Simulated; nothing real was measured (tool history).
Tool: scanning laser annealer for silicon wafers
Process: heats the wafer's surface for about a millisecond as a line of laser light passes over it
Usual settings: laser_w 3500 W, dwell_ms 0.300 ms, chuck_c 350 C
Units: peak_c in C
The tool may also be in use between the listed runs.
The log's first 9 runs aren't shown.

run,hour,laser_w,dwell_ms,chuck_c,hours of work since the window was cleaned,hours of work since the power meter was calibrated,hours of work since the optics were aligned,peak_c
10,507.0,3500,0.300,337,82,1588,877,1177
11,556.4,3500,0.300,337,112,1618,907,1173
12,619.6,3500,0.300,337,150,1656,945,1168
13,666.2,3500,0.300,337,178,1685,974,1169
14,708.6,3500,0.300,337,204,1710,999,1167
15,744.2,3500,0.300,350,225,1732,1021,1179
16,795.8,3500,0.300,350,257,1763,1052,1178
17,857.1,3500,0.300,350,294,1800,1089,1177
18,893.4,3500,0.300,350,316,1822,1111,1175
19,933.2,3166,0.300,360,340,1846,1135,1092
20,986.6,3500,0.227,360,372,1879,1168,1078
21,1025.5,3314,0.210,322,396,1902,1191,966
22,1106.0,3543,0.300,370,445,1951,1240,1199
23,1146.9,3189,0.249,377,469,1976,1265,1045
24,1198.5,3189,0.249,377,501,2007,1296,1043
25,1255.4,3185,0.251,377,535,2041,1330,1042
# hour 1264.6: window over the wafer cleaned
26,1311.1,3500,0.289,322,28,2074,1363,1142
27,1390.0,3500,0.231,322,76,2122,1411,1054
28,1424.6,3500,0.231,322,97,2143,1432,1051
29,1472.7,3500,0.212,350,126,2172,1461,1047
30,1543.6,3500,0.212,350,169,2215,1504,1047
31,1621.1,3162,0.220,321,216,2262,1551,948
32,1664.0,3500,0.300,384,242,2288,1577,1211
# hour 1698.1: optics aligned, line set to its width
33,1726.6,3500,0.300,347,277,2322,17,1183

4 ways to go on from here, each from the tool as it stands after run 33. What would each give?
A,1776.2,3500,0.217,350,307,2353,47,?
B,1776.2,3136,0.300,350,307,2353,47,?
C,1776.2,3121,0.355,350,307,2353,47,?
D,1776.2,3288,0.300,370,307,2353,47,?

run,peak_c
A,1061
B,1082
C,1142
D,1146
Without the tool's hidden state the same runs would have given:
run,peak_c
A,1072
B,1094
C,1155
D,1159
